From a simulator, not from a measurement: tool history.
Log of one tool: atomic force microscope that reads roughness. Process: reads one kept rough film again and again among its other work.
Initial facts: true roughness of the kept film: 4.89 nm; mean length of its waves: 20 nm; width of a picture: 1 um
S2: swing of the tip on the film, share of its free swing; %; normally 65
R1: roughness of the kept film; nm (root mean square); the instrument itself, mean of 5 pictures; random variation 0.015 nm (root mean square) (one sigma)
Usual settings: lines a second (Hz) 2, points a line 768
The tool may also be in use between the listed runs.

Run 1, hour 0: usual settings. Result: R1 3.569 nm (root mean square).
Run 2, hour 14.2: usual settings. Result: R1 3.503 nm (root mean square).
Run 3, hour 24: usual settings. Result: R1 3.497 nm (root mean square).
Run 4, hour 31.4: usual settings. Result: R1 3.434 nm (root mean square).
Run 5, hour 42.1: usual settings but lines a second (Hz) 1.55. Result: R1 3.428 nm (root mean square).
Run 6, hour 54.6: usual settings but lines a second (Hz) 1.08. Result: R1 3.402 nm (root mean square).
Run 7, hour 64.1: usual settings but lines a second (Hz) 1.08. Result: R1 3.39 nm (root mean square).
Run 8, hour 74.9: usual settings but lines a second (Hz) 1.08. Result: R1 3.322 nm (root mean square).
Run 9, hour 81.7: usual settings. Result: R1 3.212 nm (root mean square).
Run 10, hour 95.4: usual settings. Result: R1 3.161 nm (root mean square).
Run 11, hour 105.5: usual settings but S2 79 %. Result: R1 2.884 nm (root mean square).
Run 12, hour 115.1: usual settings but S2 79 %. Result: R1 2.874 nm (root mean square).
Run 13, hour 127.1: usual settings but S2 79 %. Result: R1 2.824 nm (root mean square).
Run 14, hour 137.6: usual settings. Result: R1 2.968 nm (root mean square).
Run 15, hour 144.8: usual settings but points a line 415. Result: R1 2.924 nm (root mean square).

What will run 16 give?
Run 16, hour 158.1: usual settings but points a line 583. Result: R1 ?.

{"run 16": {"R1": 2.875}}
Had the tool carried no hidden state, the very same run would have given R1 3.63 nm (root mean square).
